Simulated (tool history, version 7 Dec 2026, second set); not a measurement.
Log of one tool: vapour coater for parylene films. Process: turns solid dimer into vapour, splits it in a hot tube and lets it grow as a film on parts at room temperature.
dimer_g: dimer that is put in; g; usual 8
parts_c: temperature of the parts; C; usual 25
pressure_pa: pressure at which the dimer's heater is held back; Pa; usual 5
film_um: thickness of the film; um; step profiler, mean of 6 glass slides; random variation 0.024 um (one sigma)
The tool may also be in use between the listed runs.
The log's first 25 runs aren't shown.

| run | hour | dimer_g | parts_c | pressure_pa | hours of work since the trap's valve was overhauled | hours of work since the table's thermometer was calibrated | film_um |
|---|---|---|---|---|---|---|---|
| 26 | 428.5 | 13 | 24 | 5 | 222 | 957 | 2.72 |
| 27 | 451.1 | 11 | 24 | 2.79 | 239 | 974 | 2.39 |
| 28 | 473.8 | 13 | 26 | 8.42 | 255 | 990 | 2.35 |
| 29 | 491.8 | 13 | 26 | 8.42 | 268 | 1003 | 2.4 |
| 30 | 508.8 | 13 | 25 | 2.05 | 281 | 1016 | 2.73 |
| 31 | 529.5 | 6 | 27 | 3.48 | 296 | 1031 | 1.11 |
| 32 | 544.5 | 3 | 25 | 2.68 | 307 | 1042 | 0.62 |
| 33 | 565.7 | 8 | 22 | 2.21 | 322 | 1057 | 1.89 |
| 34 | 583.3 | 9 | 29 | 7.45 | 335 | 1070 | 1.39 |
| 35 | 596.2 | 12 | 34 | 2.35 | 344 | 1079 | 1.64 |
| 36 | 606.8 | 8 | 24 | 4.01 | 352 | 1087 | 1.63 |
| 37 | 620.8 | 6 | 25 | 8.49 | 362 | 1097 | 1.07 |
| 38 | 637.1 | 6 | 25 | 2.06 | 374 | 1109 | 1.22 |
| 39 | 659.9 | 6 | 30 | 10.11 | 391 | 1125 | 0.88 |
| 40 | 678.2 | 7 | 18 | 4.11 | 404 | 1139 | 1.84 |

4 ways to go on from here, each from the tool as it stands after run 40. What would each give?
| A | 690.5 | 7 | 18 | 11.39 | 413 | 1148 | ? |
| B | 690.5 | 6 | 28 | 2.55 | 413 | 1148 | ? |
| C | 690.5 | 6 | 19 | 4.11 | 413 | 1148 | ? |
| D | 690.5 | 7 | 18 | 3.56 | 413 | 1148 | ? |

| run | film_um |
|---|---|
| A | 1.69 |
| B | 1.06 |
| C | 1.51 |
| D | 1.82 |
Without the tool's hidden state the same runs would have given:
| run | film_um |
|---|---|
| A | 1.93 |
| B | 1.2 |
| C | 1.71 |
| D | 2.06 |
